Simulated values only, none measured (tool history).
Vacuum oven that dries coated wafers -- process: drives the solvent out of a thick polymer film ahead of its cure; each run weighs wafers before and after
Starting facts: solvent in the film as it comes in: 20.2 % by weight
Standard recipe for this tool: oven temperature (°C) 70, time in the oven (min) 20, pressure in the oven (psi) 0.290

run    hour  oven temperature (°C)  time in the oven (min)  pressure in the oven (psi)  solvent left in the film (%)
  1     0.0                     70                      20                       0.290                          5.47
  2    76.4                     64                      20                       0.290                          8.30
  3   122.1                     64                      20                       0.290                          8.28
  4   188.7                     70                      20                       0.635                          9.24
  5   229.9                     70                      20                       0.635                          9.19
  6   285.4                     70                      20                       0.290                          5.47
  7   365.6                     70                      20                       0.290                          5.69
  8   420.8                     70                      20                       0.290                          5.74
  9   481.3                     70                      18                       0.290                          6.12
 10   540.0                     70                      18                       0.290                          6.10
 11   596.6                     70                      18                       0.290                          6.29
 12   674.2                     70                      18                       0.290                          6.21
 13   753.5                     70                      20                       0.448                          7.59
 14   808.8                     70                      13                       0.290                          7.77
 15   892.2                     80                      13                       0.290                          3.62
 16   941.9                     80                      13                       0.290                          3.69
 17  1019.7                     80                      13                       0.290                          3.73
 18  1057.5                     70                      29                       0.290                          4.92
 19  1129.3                     70                      29                       0.290                          4.97
 20  1188.2                     70                      20                       0.165                          4.83
 21  1239.2                     70                      20                       0.290                          6.26
 22  1303.0                     70                      20                       0.216                          5.43
 23  1367.7                     70                      20                       1.024                         14.21
     1438.5  -- oven's thermocouples calibrated
 24  1450.9                     83                      20                       1.059                          7.51
 25  1500.9                     68                      18                       0.167                          5.56
 26  1587.0                     70                      14                       0.454                          8.68
 27  1637.9                     70                      10                       0.431                          9.86
 28  1713.4                     69                      11                       0.431                          9.90
     1768.4  -- vacuum gauge cleaned of residue and calibrated
 29  1790.5                     69                      11                       0.431                          9.38
 30  1839.8                     69                      11                       0.431                          9.39
 31  1896.6                     58                      14                       0.183                         11.54
 32  1962.5                     70                      15                       0.397                          7.44
 33  2046.7                     70                      15                       0.397                          7.52
 34  2108.9                     70                      15                       0.397                          7.50
 35  2193.0                     70                      19                       0.290                          5.51
 36  2282.7                     74                      17                       0.290                          4.38
 37  2363.4                     82                      19                       0.418                          3.33
 38  2434.8                     83                      23                       0.148                          1.08
 39  2496.9                     67                      23                       0.795                         12.45
 40  2578.0                     67                      16                       0.294                          7.97
 41  2648.5                     67                      30                       0.294                          5.52
 42  2736.2                     67                      30                       0.294                          5.65
 43  2807.4                     81                      30                       0.294                          2.47
 44  2883.1                     76                      20                       0.290                          3.55
 45  2946.9                     68                      14                       0.161                          7.00
 46  3000.5                     77                      33                       0.161                          1.82

For some of the steps in solvent left in the film (%) from one run to the next: how much would appear even if the tool had no hidden state, given the settings, what came in and random variation, and how much remains for the hidden state plus any gauge scatter that the measured result and the result without hidden state don't share?
Hidden state present: true wafer temperature over the reading, C; true pressure over the reading, kPa; drift of the gauge itself on solvent_pct, %.
Run 22 -> 23: pressure in the oven (psi) 0.216 -> 1.024. solvent left in the film (%) +8.78: hidden state +0.41, all else +8.37.
Run 23 -> 24: oven temperature (°C) 70 -> 83, pressure in the oven (psi) 1.024 -> 1.059, oven's thermocouples calibrated. solvent left in the film (%) -6.70: hidden state -1.28, all else -5.42.
Run 28 -> 29: vacuum gauge cleaned of residue and calibrated. solvent left in the film (%) -0.52: hidden state -0.58, all else +0.06.
Run 38 -> 39: oven temperature (°C) 83 -> 67, pressure in the oven (psi) 0.148 -> 0.795. solvent left in the film (%) +11.37: hidden state +0.65, all else +10.72.
